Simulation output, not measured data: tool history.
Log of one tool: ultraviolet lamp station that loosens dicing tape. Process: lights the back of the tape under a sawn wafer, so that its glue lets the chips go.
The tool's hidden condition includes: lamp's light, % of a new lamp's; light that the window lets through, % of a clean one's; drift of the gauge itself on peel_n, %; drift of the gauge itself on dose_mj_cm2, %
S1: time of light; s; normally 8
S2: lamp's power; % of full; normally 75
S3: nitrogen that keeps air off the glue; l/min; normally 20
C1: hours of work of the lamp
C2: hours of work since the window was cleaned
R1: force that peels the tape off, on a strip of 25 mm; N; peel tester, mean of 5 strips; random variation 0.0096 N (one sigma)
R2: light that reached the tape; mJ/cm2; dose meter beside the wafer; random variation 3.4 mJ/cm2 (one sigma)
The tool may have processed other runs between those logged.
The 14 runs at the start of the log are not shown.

| run | hour | S1 | S2 | S3 | C1 | C2 | R1 | R2 |
|---|---|---|---|---|---|---|---|---|
| 15 | 787.2 | 8 | 94 | 20 | 812 | 81 | 0.483 | 496 |
| 16 | 831.7 | 8 | 94 | 20 | 839 | 109 | 0.492 | 484 |
| 17 | 886.4 | 8 | 94 | 20 | 873 | 143 | 0.496 | 477 |
| 18 | 973.1 | 8 | 94 | 20 | 927 | 196 | 0.556 | 457 |
|  | 990.9 | window cleaned of glue's vapour |
| 19 | 1034.0 | 8 | 94 | 20 | 965 | 27 | 0.522 | 473 |
| 20 | 1103.4 | 5 | 93 | 34 | 1008 | 70 | 0.929 | 282 |
| 21 | 1183.8 | 5 | 93 | 34 | 1058 | 120 | 0.975 | 272 |
| 22 | 1247.7 | 14 | 68 | 34 | 1097 | 160 | 0.347 | 542 |
| 23 | 1283.0 | 6 | 73 | 12 | 1119 | 181 | 1.586 | 247 |
|  | 1320.0 | window cleaned of glue's vapour |
| 24 | 1353.1 | 6 | 73 | 12 | 1163 | 21 | 1.544 | 253 |
| 25 | 1388.9 | 6 | 76 | 12 | 1185 | 43 | 1.479 | 254 |
| 26 | 1469.5 | 10 | 75 | 13 | 1235 | 93 | 0.823 | 403 |
| 27 | 1525.4 | 10 | 75 | 13 | 1270 | 128 | 0.790 | 391 |
| 28 | 1561.7 | 8 | 78 | 18 | 1292 | 150 | 0.978 | 322 |
| 29 | 1610.3 | 6 | 79 | 16 | 1322 | 180 | 1.424 | 237 |
|  | 1648.8 | window cleaned of glue's vapour |
| 30 | 1657.5 | 10 | 98 | 20 | 1351 | 5 | 0.479 | 499 |
| 31 | 1696.0 | 5 | 70 | 12 | 1375 | 29 | 2.107 | 176 |
|  | 1724.7 | lamp changed |
| 32 | 1760.8 | 8 | 75 | 24 | 22 | 69 | 0.400 | 529 |
| 33 | 1814.1 | 8 | 95 | 16 | 56 | 102 | 0.357 | 659 |
| 34 | 1850.2 | 7 | 95 | 29 | 78 | 124 | 0.353 | 567 |
| 35 | 1917.1 | 12 | 75 | 12 | 120 | 166 | 0.342 | 746 |
| 36 | 1973.0 | 15 | 71 | 20 | 154 | 201 | 0.272 | 870 |
|  | 1981.5 | window cleaned of glue's vapour |
| 37 | 2024.7 | 8 | 83 | 10 | 186 | 27 | 0.554 | 561 |

Branching from run 37: 4 alternative next runs. What would each branch give?
| A | 2079.1 | 6 | 87 | 17 | 220 | 61 | ? | ? |
| B | 2079.1 | 8 | 62 | 33 | 220 | 61 | ? | ? |
| C | 2079.1 | 7 | 62 | 20 | 220 | 61 | ? | ? |
| D | 2079.1 | 6 | 83 | 12 | 220 | 61 | ? | ? |

| run | R1 | R2 |
|---|---|---|
| A | 0.663 | 435 |
| B | 0.515 | 411 |
| C | 0.798 | 360 |
| D | 0.807 | 414 |
What these runs would have given with no unlogged condition in the tool:
| run | R1 | R2 |
|---|---|---|
| A | 0.558 | 487 |
| B | 0.435 | 460 |
| C | 0.675 | 402 |
| D | 0.683 | 463 |
